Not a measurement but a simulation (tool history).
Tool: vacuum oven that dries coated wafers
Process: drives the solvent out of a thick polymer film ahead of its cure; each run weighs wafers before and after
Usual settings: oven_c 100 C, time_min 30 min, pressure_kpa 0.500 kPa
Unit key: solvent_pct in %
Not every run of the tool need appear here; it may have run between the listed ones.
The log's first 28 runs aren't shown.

| run | hour | oven_c | time_min | pressure_kpa | hours of work since the thermocouples were calibrated | hours of work since the vacuum gauge was cleaned of residue | solvent_pct |
|---|---|---|---|---|---|---|---|
| 29 | 1162.1 | 100 | 41 | 0.484 | 581 | 707 | 1.50 |
| 30 | 1202.8 | 93 | 35 | 0.902 | 606 | 732 | 5.05 |
| 31 | 1251.8 | 88 | 25 | 0.769 | 635 | 761 | 9.55 |
| 32 | 1293.7 | 102 | 51 | 1.573 | 661 | 787 | 1.09 |
| 33 | 1332.1 | 102 | 26 | 1.690 | 684 | 810 | 3.25 |
| 34 | 1363.0 | 102 | 26 | 0.266 | 703 | 829 | 2.72 |
| 35 | 1413.7 | 102 | 15 | 0.266 | 734 | 860 | 5.93 |
| 36 | 1464.8 | 99 | 52 | 1.465 | 765 | 891 | 1.43 |
| 37 | 1509.6 | 106 | 52 | 0.353 | 792 | 919 | 0.30 |
| 38 | 1537.5 | 106 | 52 | 0.353 | 810 | 936 | 0.29 |
| 39 | 1573.7 | 106 | 52 | 0.353 | 832 | 958 | 0.24 |
| 40 | 1622.0 | 106 | 52 | 0.353 | 861 | 987 | 0.31 |
| 41 | 1658.6 | 100 | 32 | 0.790 | 883 | 1009 | 2.61 |
| 42 | 1683.6 | 100 | 32 | 0.790 | 899 | 1025 | 2.62 |
| 43 | 1721.6 | 100 | 32 | 0.790 | 922 | 1048 | 2.57 |
| 44 | 1776.3 | 111 | 25 | 0.790 | 955 | 1081 | 0.86 |
| 45 | 1812.1 | 114 | 20 | 1.396 | 977 | 1103 | 1.01 |
| 46 | 1839.1 | 114 | 20 | 1.396 | 993 | 1119 | 0.98 |
| 47 | 1892.9 | 114 | 29 | 0.331 | 1026 | 1152 | 0.23 |

Forecast each of these 4 alternatives for the next run:
| A | 1929.6 | 114 | 19 | 0.281 | 1048 | 1174 | ? |
| B | 1929.6 | 97 | 22 | 1.832 | 1048 | 1174 | ? |
| C | 1929.6 | 87 | 22 | 0.773 | 1048 | 1174 | ? |
| D | 1929.6 | 99 | 29 | 0.331 | 1048 | 1174 | ? |

| run | solvent_pct |
|---|---|
| A | 0.85 |
| B | 6.25 |
| C | 10.59 |
| D | 3.24 |
With the hidden condition removed and each run's random variation left untouched, the same runs would have given:
| run | solvent_pct |
|---|---|
| A | 0.95 |
| B | 6.64 |
| C | 10.94 |
| D | 3.54 |
